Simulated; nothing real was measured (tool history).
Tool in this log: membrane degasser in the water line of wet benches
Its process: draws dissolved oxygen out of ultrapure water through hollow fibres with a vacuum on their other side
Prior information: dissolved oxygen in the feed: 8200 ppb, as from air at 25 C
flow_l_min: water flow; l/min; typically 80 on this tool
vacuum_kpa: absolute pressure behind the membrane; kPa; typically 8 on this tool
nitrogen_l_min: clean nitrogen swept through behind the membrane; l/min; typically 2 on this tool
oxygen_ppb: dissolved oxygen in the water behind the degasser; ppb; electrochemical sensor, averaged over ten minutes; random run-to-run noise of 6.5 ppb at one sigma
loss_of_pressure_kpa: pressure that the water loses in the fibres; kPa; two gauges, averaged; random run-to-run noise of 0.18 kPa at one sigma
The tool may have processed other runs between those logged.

run    hour  flow_l_min  vacuum_kpa  nitrogen_l_min  oxygen_ppb  loss_of_pressure_kpa
  1       0          80           8               2       666.4                 30.64
  2   177.9          80       18.44               2        1335                 30.26
  3   390.6          76           8               2       636.6                 28.66
  4   490.2          76           8               2       640.7                 28.93
  5     636          76           8               2       637.7                 28.97
      656.9  -- seals of the vacuum lines changed
  6   751.8          76           8               2       641.8                  29.1
  7   940.8          76           8               2       626.7                 29.26
  8  1062.1          76           8               2       637.5                 29.12
  9  1193.4          76           8               2       637.5                 28.74
 10  1293.6          76           8               2       648.2                 28.77
 11  1409.7          76           8               2       639.7                 29.08
 12  1624.7          76           8               2       647.9                    29
 13  1764.6          76           8               2       645.6                 29.12
 14  1890.7          76           8            1.81         689                 28.82
 15  2034.8          76           8            1.81       679.6                 28.77
 16  2187.5          76           8            1.81       677.3                 29.17
 17    2315          76           8            1.81       681.4                 29.21
 18  2534.6          76           8               5       464.7                 29.06
 19  2722.5          76           8               5       459.5                 29.08
 20  2909.6          98       16.96            1.02      2120.4                 37.84
     3058.5  -- vacuum gauge calibrated
 21  3099.9          57        6.68            1.03       538.5                 21.87
 22  3305.7          57        6.68            1.03       535.9                 22.02
 23  3448.1          57        6.68            1.03       538.4                 22.13
 24  3551.6          58           8               2       487.2                 22.43
 25  3689.8          58           8               2       480.5                  22.5
 26    3896          84       12.03            3.52       767.1                 32.43
 27  4021.6          78       19.28            4.35       884.3                 29.88
 28  4134.6          78       19.28             2.7      1138.6                 30.13
 29  4359.6          59       12.45             3.3       550.1                  22.3
 30  4464.7          59       12.45             3.3       561.4                 22.76
 31  4692.2          85        12.2            2.65       875.4                 32.91
 32  4870.8          85        7.43            1.72       719.7                  32.7

What if the next run were any one of these 4? Each begins from the tool's condition after run 32:
  A  5004.1          85       12.47            2.96           ?                     ?
  B  5004.1          90       14.34            3.17           ?                     ?
  C  5004.1          65        9.27            3.01           ?                     ?
  D  5004.1          80       18.52               2           ?                     ?

run  oxygen_ppb  loss_of_pressure_kpa
  A         852                 32.56
  B       956.3                  34.6
  C       517.7                 25.18
  D      1353.6                 31.21
Stripped of hidden state, with their random variation kept, the same runs would have yielded:
run  oxygen_ppb  loss_of_pressure_kpa
  A       821.1                 31.72
  B         925                 33.71
  C       492.1                 24.54
  D      1325.8                 30.41
